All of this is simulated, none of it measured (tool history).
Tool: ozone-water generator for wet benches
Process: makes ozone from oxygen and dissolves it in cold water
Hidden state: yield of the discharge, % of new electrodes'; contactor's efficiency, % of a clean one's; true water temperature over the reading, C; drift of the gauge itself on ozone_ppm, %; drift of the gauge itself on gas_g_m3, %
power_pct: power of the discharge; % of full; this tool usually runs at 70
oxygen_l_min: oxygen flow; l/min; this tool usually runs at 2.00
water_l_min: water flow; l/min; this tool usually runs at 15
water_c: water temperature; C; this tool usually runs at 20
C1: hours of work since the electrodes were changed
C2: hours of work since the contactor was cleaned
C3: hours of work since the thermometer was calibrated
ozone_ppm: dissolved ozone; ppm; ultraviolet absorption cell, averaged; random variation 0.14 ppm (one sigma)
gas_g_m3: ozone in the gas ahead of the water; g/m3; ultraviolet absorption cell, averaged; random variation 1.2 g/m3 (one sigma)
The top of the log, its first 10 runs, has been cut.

Run 11, hour 647.5: usual settings; C1 2543; C2 4497; C3 1418. Result: ozone_ppm 14.0 ppm, gas_g_m3 198.8 g/m3.
Run 12, hour 698.2: usual settings; C1 2576; C2 4529; C3 1451. Result: ozone_ppm 14.0 ppm, gas_g_m3 197.0 g/m3.
Run 13, hour 774.7: usual settings but water_l_min 22 l/min; C1 2625; C2 4578; C3 1500. Result: ozone_ppm 9.3 ppm, gas_g_m3 196.8 g/m3.
Run 14, hour 812.1: usual settings but water_c 18 C; C1 2649; C2 4602; C3 1524. Result: ozone_ppm 14.1 ppm, gas_g_m3 197.6 g/m3.
Run 15, hour 853.8: usual settings but water_c 18 C; C1 2675; C2 4629; C3 1550. Result: ozone_ppm 13.9 ppm, gas_g_m3 197.7 g/m3.
Run 16, hour 939.3: usual settings but water_l_min 12 l/min; C1 2730; C2 4683; C3 1605. Result: ozone_ppm 16.9 ppm, gas_g_m3 197.1 g/m3.
Run 17, hour 1029.5: usual settings but water_l_min 12 l/min; C1 2788; C2 4741; C3 1663. Result: ozone_ppm 17.0 ppm, gas_g_m3 195.3 g/m3.
Run 18, hour 1113.7: usual settings but oxygen_l_min 2.89 l/min, water_c 19 C; C1 2842; C2 4795; C3 1717. Result: ozone_ppm 13.6 ppm, gas_g_m3 153.8 g/m3.
Run 19, hour 1188.8: usual settings but oxygen_l_min 2.89 l/min, water_l_min 10 l/min, water_c 19 C; C1 2890; C2 4843; C3 1765. Result: ozone_ppm 18.9 ppm, gas_g_m3 149.5 g/m3.
Run 20, hour 1244.6: usual settings but oxygen_l_min 1.43 l/min, water_l_min 10 l/min, water_c 16 C; C1 2925; C2 4879; C3 1800. Result: ozone_ppm 20.8 ppm, gas_g_m3 247.0 g/m3.
Run 21, hour 1319.3: usual settings but oxygen_l_min 1.43 l/min, water_l_min 10 l/min, water_c 16 C; C1 2973; C2 4927; C3 1848. Result: ozone_ppm 20.9 ppm, gas_g_m3 244.5 g/m3.
Run 22, hour 1358.0: usual settings but oxygen_l_min 1.43 l/min, water_l_min 10 l/min, water_c 16 C; C1 2998; C2 4951; C3 1873. Result: ozone_ppm 20.7 ppm, gas_g_m3 244.2 g/m3.
Run 23, hour 1433.6: usual settings but power_pct 56 % of full, oxygen_l_min 2.31 l/min, water_l_min 12 l/min, water_c 22 C; C1 3046; C2 5000; C3 1921. Result: ozone_ppm 13.7 ppm, gas_g_m3 148.5 g/m3.
Run 24, hour 1482.3: usual settings but power_pct 46 % of full, oxygen_l_min 3.33 l/min; C1 3077; C2 5031; C3 1953. Result: ozone_ppm 9.7 ppm, gas_g_m3 101.9 g/m3.
Run 25, hour 1558.9: usual settings but power_pct 90 % of full, oxygen_l_min 1.82 l/min, water_l_min 10 l/min, water_c 13 C; C1 3127; C2 5080; C3 2002. Result: ozone_ppm 25.1 ppm, gas_g_m3 246.9 g/m3.
Run 26, hour 1619.7: usual settings but power_pct 90 % of full, oxygen_l_min 2.01 l/min, water_l_min 10 l/min, water_c 13 C; C1 3165; C2 5119; C3 2040. Result: ozone_ppm 25.4 ppm, gas_g_m3 229.2 g/m3.
Run 27, hour 1703.8: usual settings but power_pct 64 % of full, oxygen_l_min 3.28 l/min, water_l_min 13 l/min; C1 3219; C2 5173; C3 2094. Result: ozone_ppm 13.8 ppm, gas_g_m3 128.8 g/m3.
Run 28, hour 1792.6: usual settings but power_pct 81 % of full, oxygen_l_min 1.22 l/min, water_l_min 13 l/min, water_c 16 C; C1 3276; C2 5230; C3 2151. Result: ozone_ppm 17.3 ppm, gas_g_m3 296.5 g/m3.
Run 29, hour 1834.4: usual settings but power_pct 81 % of full, oxygen_l_min 2.45 l/min, water_l_min 9 l/min, water_c 16 C; C1 3303; C2 5256; C3 2178. Result: ozone_ppm 23.8 ppm, gas_g_m3 184.0 g/m3.
Run 30, hour 1881.7: usual settings but oxygen_l_min 1.46 l/min; C1 3333; C2 5287; C3 2208. Result: ozone_ppm 13.1 ppm, gas_g_m3 237.0 g/m3.
Run 31, hour 1955.3: usual settings but power_pct 69 % of full, oxygen_l_min 1.95 l/min; C1 3380; C2 5334; C3 2255. Result: ozone_ppm 13.4 ppm, gas_g_m3 191.5 g/m3.
Run 32, hour 2041.4: usual settings but power_pct 44 % of full, water_l_min 11 l/min; C1 3435; C2 5389; C3 2310. Result: ozone_ppm 13.0 ppm, gas_g_m3 138.6 g/m3.
Run 33, hour 2079.1: usual settings but power_pct 85 % of full, oxygen_l_min 1.20 l/min, water_l_min 14 l/min, water_c 14 C; C1 3459; C2 5413; C3 2335. Result: ozone_ppm 16.6 ppm, gas_g_m3 310.5 g/m3.
Run 34, hour 2148.9: usual settings but power_pct 85 % of full, oxygen_l_min 1.20 l/min, water_l_min 14 l/min, water_c 14 C; C1 3504; C2 5458; C3 2379. Result: ozone_ppm 16.2 ppm, gas_g_m3 306.9 g/m3.

Branching from run 34: 3 alternative next runs. What would each branch give?
At hour 2212.0: contactor cleaned.
Run A, hour 2241.8: usual settings but oxygen_l_min 1.54 l/min; C1 3561; C2 19; C3 2436. Result: ozone_ppm ?, gas_g_m3 ?.
At hour 2212.0: contactor cleaned.
Run B, hour 2241.8: usual settings but power_pct 94 % of full, oxygen_l_min 1.05 l/min, water_l_min 10 l/min, water_c 14 C; C1 3561; C2 19; C3 2436. Result: ozone_ppm ?, gas_g_m3 ?.
At hour 2212.0: contactor cleaned.
Run C, hour 2241.8: usual settings but power_pct 98 % of full, oxygen_l_min 1.20 l/min, water_l_min 14 l/min, water_c 14 C; C1 3561; C2 19; C3 2436. Result: ozone_ppm ?, gas_g_m3 ?.

run  ozone_ppm  gas_g_m3
  A       13.5     225.1
  B       25.6     364.1
  C       18.7     337.6
Had the tool no hidden state, the same runs would have come out as:
run  ozone_ppm  gas_g_m3
  A       15.8     263.2
  B       31.0     439.9
  C       22.7     410.0
